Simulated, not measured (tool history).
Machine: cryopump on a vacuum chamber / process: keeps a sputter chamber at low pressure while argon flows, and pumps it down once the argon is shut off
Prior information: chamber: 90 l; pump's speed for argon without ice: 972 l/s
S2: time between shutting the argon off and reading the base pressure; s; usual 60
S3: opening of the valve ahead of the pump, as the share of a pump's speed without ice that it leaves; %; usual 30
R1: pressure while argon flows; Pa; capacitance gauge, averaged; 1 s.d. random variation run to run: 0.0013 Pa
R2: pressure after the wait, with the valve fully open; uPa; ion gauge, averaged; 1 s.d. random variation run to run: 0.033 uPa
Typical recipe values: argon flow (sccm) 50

Run 1, day 0.000: usual settings. Result: R1 0.3115 Pa, R2 2.85 uPa.
Run 2, day 2.312: usual settings. Result: R1 0.3107 Pa, R2 2.91 uPa.
Run 3, day 3.483: usual settings. Result: R1 0.3096 Pa, R2 2.99 uPa.
Run 4, day 5.712: usual settings but S2 23 s. Result: R1 0.3124 Pa, R2 5.30 uPa.
Run 5, day 7.250: usual settings but S2 23 s. Result: R1 0.3121 Pa, R2 5.37 uPa.
Run 6, day 8.671: usual settings but S2 23 s. Result: R1 0.3157 Pa, R2 5.34 uPa.
Run 7, day 10.342: usual settings but S2 23 s. Result: R1 0.3142 Pa, R2 5.40 uPa.
Run 8, day 12.767: usual settings. Result: R1 0.3168 Pa, R2 3.08 uPa.
Run 9, day 13.900: usual settings. Result: R1 0.3205 Pa, R2 3.19 uPa.
Run 10, day 15.467: usual settings. Result: R1 0.3227 Pa, R2 3.10 uPa.
Run 11, day 17.721: usual settings. Result: R1 0.3222 Pa, R2 3.11 uPa.
Run 12, day 18.908: usual settings but argon flow (sccm) 31, S3 39 %. Result: R1 0.1616 Pa, R2 3.15 uPa.
Run 13, day 21.275: usual settings but argon flow (sccm) 31, S3 39 %. Result: R1 0.1618 Pa, R2 3.31 uPa.
Run 14, day 22.992: usual settings but S2 158 s. Result: R1 0.3271 Pa, R2 2.52 uPa.
At day 24.012: pump warmed up, emptied and cooled again.
Run 15, day 24.525: usual settings but argon flow (sccm) 54, S3 36 %. Result: R1 0.2625 Pa, R2 2.73 uPa.
Run 16, day 26.238: usual settings but argon flow (sccm) 54, S3 36 %. Result: R1 0.2633 Pa, R2 2.76 uPa.
Run 17, day 27.612: usual settings but argon flow (sccm) 54, S3 36 %. Result: R1 0.2632 Pa, R2 2.74 uPa.
Run 18, day 28.729: usual settings but argon flow (sccm) 54, S3 36 %. Result: R1 0.2651 Pa, R2 2.83 uPa.
Run 19, day 29.962: usual settings but argon flow (sccm) 54, S3 36 %. Result: R1 0.2671 Pa, R2 2.81 uPa.
Run 20, day 30.983: usual settings but argon flow (sccm) 23, S2 85 s. Result: R1 0.1347 Pa, R2 2.31 uPa.
Run 21, day 33.292: usual settings but argon flow (sccm) 51, S2 85 s, S3 21 %. Result: R1 0.4293 Pa, R2 2.38 uPa.

Here are 3 independent what-if runs from the current tool condition. What would each one return?
Run A, day 34.779: usual settings but argon flow (sccm) 22, S2 82 s, S3 21 %. Result: R1 ?, R2 ?.
Run B, day 34.779: usual settings but argon flow (sccm) 53, S2 77 s, S3 44 %. Result: R1 ?, R2 ?.
Run C, day 34.779: usual settings but argon flow (sccm) 29, S2 27 s, S3 48 %. Result: R1 ?, R2 ?.

run      R1    R2
  A  0.1851  2.49
  B  0.2159  2.52
  C  0.1097  4.64
Had the tool no hidden state, the same runs would have come out as:
run      R1    R2
  A  0.1817  1.37
  B  0.2078  1.40
  C  0.1053  3.53

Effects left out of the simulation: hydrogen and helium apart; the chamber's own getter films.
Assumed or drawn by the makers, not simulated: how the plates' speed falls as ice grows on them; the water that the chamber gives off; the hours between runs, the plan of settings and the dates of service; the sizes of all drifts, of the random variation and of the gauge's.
